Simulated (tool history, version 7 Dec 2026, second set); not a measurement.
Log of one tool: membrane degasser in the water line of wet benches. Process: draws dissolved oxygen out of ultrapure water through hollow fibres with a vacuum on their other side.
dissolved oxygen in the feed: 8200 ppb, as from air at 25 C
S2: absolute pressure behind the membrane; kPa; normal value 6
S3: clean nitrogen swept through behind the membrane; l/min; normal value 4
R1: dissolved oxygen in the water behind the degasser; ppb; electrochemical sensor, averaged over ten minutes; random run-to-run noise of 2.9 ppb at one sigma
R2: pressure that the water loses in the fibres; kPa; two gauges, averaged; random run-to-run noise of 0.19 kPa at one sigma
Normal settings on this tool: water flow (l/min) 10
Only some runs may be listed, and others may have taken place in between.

run 1 hour=0 | water_flow_(l/min)=10 S2=6 S3=4 | R1=297.1 R2=39.73
run 2 hour=53.3 | water_flow_(l/min)=10 S2=6 S3=4 | R1=287.6 R2=39.75
run 3 hour=108.6 | water_flow_(l/min)=10 S2=6 S3=4 | R1=294.6 R2=39.81
run 4 hour=158.5 | water_flow_(l/min)=9 S2=6 S3=4 | R1=222 R2=35.68
run 5 hour=192 | water_flow_(l/min)=9 S2=6 S3=4 | R1=224.1 R2=35.81
run 6 hour=247.4 | water_flow_(l/min)=10 S2=6 S3=4 | R1=289.5 R2=39.45
run 7 hour=276.4 | water_flow_(l/min)=10 S2=6 S3=4 | R1=298.3 R2=39.45
run 8 hour=334.3 | water_flow_(l/min)=10 S2=6 S3=4 | R1=291.7 R2=39.68
run 9 hour=389.1 | water_flow_(l/min)=10 S2=6 S3=4 | R1=287 R2=39.28
run 10 hour=444 | water_flow_(l/min)=10 S2=6 S3=4 | R1=287.1 R2=39.14
run 11 hour=502.1 | water_flow_(l/min)=10 S2=6 S3=4 | R1=294.3 R2=39.51
run 12 hour=546.7 | water_flow_(l/min)=10 S2=6 S3=4 | R1=294.8 R2=39.52
run 13 hour=600 | water_flow_(l/min)=10 S2=6 S3=8.84 | R1=287.3 R2=39.04
run 14 hour=627.7 | water_flow_(l/min)=10 S2=6 S3=8.84 | R1=284.6 R2=39.46
run 15 hour=670.5 | water_flow_(l/min)=8 S2=5.04 S3=2.92 | R1=155.5 R2=31.57
run 16 hour=714.8 | water_flow_(l/min)=8 S2=5.04 S3=2.92 | R1=160.4 R2=31.06
run 17 hour=753.8 | water_flow_(l/min)=8 S2=5.04 S3=2.92 | R1=158.2 R2=31.45
run 18 hour=788.2 | water_flow_(l/min)=8 S2=5.04 S3=2.92 | R1=156.8 R2=31.35
run 19 hour=833.2 | water_flow_(l/min)=8 S2=9.12 S3=2.45 | R1=192.9 R2=30.88
run 20 hour=878.8 | water_flow_(l/min)=7 S2=9.29 S3=2.45 | R1=133.8 R2=27.16
run 21 hour=932.2 | water_flow_(l/min)=7 S2=11.93 S3=3.36 | R1=139.7 R2=27.19
run 22 hour=960.3 | water_flow_(l/min)=7 S2=11.93 S3=3.36 | R1=137.2 R2=27.62
run 23 hour=991.7 | water_flow_(l/min)=16 S2=8.14 S3=6.49 | R1=809.7 R2=62.26
run 24 hour=1022.6 | water_flow_(l/min)=16 S2=8.14 S3=6.49 | R1=818.2 R2=62.27
run 25 hour=1065.1 | water_flow_(l/min)=16 S2=8.14 S3=6.49 | R1=796.8 R2=62.36
run 26 hour=1108.7 | water_flow_(l/min)=16 S2=8.14 S3=6.49 | R1=816.8 R2=61.89
run 27 hour=1156.3 | water_flow_(l/min)=9 S2=6.21 S3=10.62 | R1=211.5 R2=34.68

Subtracting, for every run, the result it would have given without the tool's unlogged condition from the measured result gives the following. The same run-to-run variation enters both numbers; the gauge's scatter may not:
Unlogged tool condition in this case: membrane still open, %; true pressure behind the membrane over the reading, kPa; air that leaks in behind the membrane, l/min; drift of the gauge itself on oxygen_ppb, %; drift of the gauge itself on loss_of_pressure_kpa, %.
run=1 R2=+0
run=2 R2=-0.04
run=3 R2=-0.08
run=4 R2=-0.1
run=5 R2=-0.13
run=6 R2=-0.18
run=7 R2=-0.19
run=8 R2=-0.24
run=9 R2=-0.27
run=10 R2=-0.31
run=11 R2=-0.36
run=12 R2=-0.38
run=13 R2=-0.43
run=14 R2=-0.45
run=15 R2=-0.38
run=16 R2=-0.41
run=17 R2=-0.43
run=18 R2=-0.45
run=19 R2=-0.48
run=20 R2=-0.44
run=21 R2=-0.46
run=22 R2=-0.48
run=23 R2=-1.13
run=24 R2=-1.16
run=25 R2=-1.21
run=26 R2=-1.26
run=27 R2=-0.75
R1: differs from the measured result by no more than 0.1 ppb in any run.

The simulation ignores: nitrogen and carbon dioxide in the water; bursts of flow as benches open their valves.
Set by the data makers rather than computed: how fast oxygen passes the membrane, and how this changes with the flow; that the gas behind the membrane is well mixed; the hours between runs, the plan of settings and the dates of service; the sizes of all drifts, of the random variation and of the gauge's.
